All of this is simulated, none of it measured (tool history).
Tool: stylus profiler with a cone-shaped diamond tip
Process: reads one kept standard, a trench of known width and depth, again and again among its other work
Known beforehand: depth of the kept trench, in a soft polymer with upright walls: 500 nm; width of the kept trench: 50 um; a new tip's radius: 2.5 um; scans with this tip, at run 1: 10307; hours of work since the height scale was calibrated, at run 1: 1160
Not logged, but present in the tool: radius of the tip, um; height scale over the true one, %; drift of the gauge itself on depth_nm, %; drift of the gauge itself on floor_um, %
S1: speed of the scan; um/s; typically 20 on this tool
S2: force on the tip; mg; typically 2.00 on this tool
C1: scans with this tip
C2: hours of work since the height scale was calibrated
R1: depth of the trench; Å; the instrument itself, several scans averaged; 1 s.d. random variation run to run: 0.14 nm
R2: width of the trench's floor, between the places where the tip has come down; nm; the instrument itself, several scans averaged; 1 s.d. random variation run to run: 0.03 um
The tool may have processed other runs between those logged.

run	hour	S1	S2	C1	C2	R1	R2
1	0.0	20	2.00	10307	1160	5041.8	46910
2	67.5	20	2.00	10652	1199	5042.7	46880
3	129.6	20	2.00	10969	1235	5042.7	46910
4	180.5	20	2.00	11229	1264	5041.0	46890
5	257.5	20	2.00	11622	1308	5041.0	46910
6	342.3	20	2.00	12055	1357	5042.8	46900
7	418.1	20	2.22	12442	1400	5046.4	46890
8	480.0	20	2.22	12758	1436	5046.7	46910
9	582.8	20	0.87	13283	1495	5021.3	46830
10	665.7	50	2.00	13707	1543	5040.9	46680
11	754.3	20	2.00	14159	1594	5043.0	46860
12	832.0	20	2.00	14556	1638	5043.2	46900
13	933.9	20	2.00	15076	1697	5041.0	46920
14	1048.7	20	2.00	15663	1763	5044.6	46910
15	1147.1	20	2.00	16165	1819	5041.1	46870
16	1256.6	15	2.00	16724	1882	5044.2	46850
17	1322.3	15	2.00	17060	1920	5045.1	46960
18	1423.0	20	2.00	17574	1978	5044.1	46850
19	1479.4	20	2.00	17862	2010	5047.2	46870
20	1569.1	20	2.00	18320	2062	5044.3	46880
# hour 1577.8: height scale calibrated on a step standard
21	1645.7	20	2.00	18708	39	5046.3	46940
22	1727.5	20	2.00	19126	86	5040.8	46910
23	1834.5	20	2.00	19673	148	5039.1	46880
24	1897.7	9	0.94	19995	184	5026.9	46970
25	1984.8	79	1.03	20440	234	5026.1	46430
26	2065.9	8	2.44	20854	281	5049.5	46900
27	2145.3	37	3.25	21259	326	5060.3	46840
28	2207.7	6	3.48	21578	362	5060.9	46940
29	2298.7	60	1.38	22043	414	5033.5	46550
30	2410.2	8	0.98	22612	478	5026.8	46860
31	2470.2	8	0.98	22919	513	5026.6	46860
32	2552.8	8	0.98	23340	560	5026.0	46930
33	2642.1	8	0.98	23796	612	5025.0	46900
34	2726.8	7	0.82	24229	660	5023.3	46960
35	2805.3	12	5.27	24630	705	5082.6	46920
36	2878.3	7	4.73	25002	747	5075.9	46890
37	2962.2	7	4.73	25431	796	5076.5	46940
38	3025.0	14	4.28	25751	832	5072.1	46890
39	3098.4	68	5.94	26127	874	5088.1	46730
40	3183.5	20	1.48	26561	923	5032.7	46880
41	3266.0	11	0.67	26982	970	5019.0	46870
42	3313.9	53	2.20	27227	998	5048.3	46730
43	3414.5	10	2.20	27740	1056	5046.1	46930
44	3530.3	10	2.20	28332	1122	5045.3	46880
45	3624.2	5	1.04	28811	1176	5029.5	46960
46	3720.0	5	1.04	29300	1231	5028.8	46870

3 options for the next run, each taken on its own from the tool as it stands now. Forecast them:
A	3829.5	5	4.99	29860	1294	?	?
B	3829.5	5	0.85	29860	1294	?	?
C	3829.5	5	1.49	29860	1294	?	?

run	R1	R2
A	5079.5	46890
B	5025.8	46840
C	5035.4	46880
With no hidden state in the tool, these same runs would have given:
run	R1	R2
A	5079.1	46930
B	5025.5	46880
C	5035.1	46920
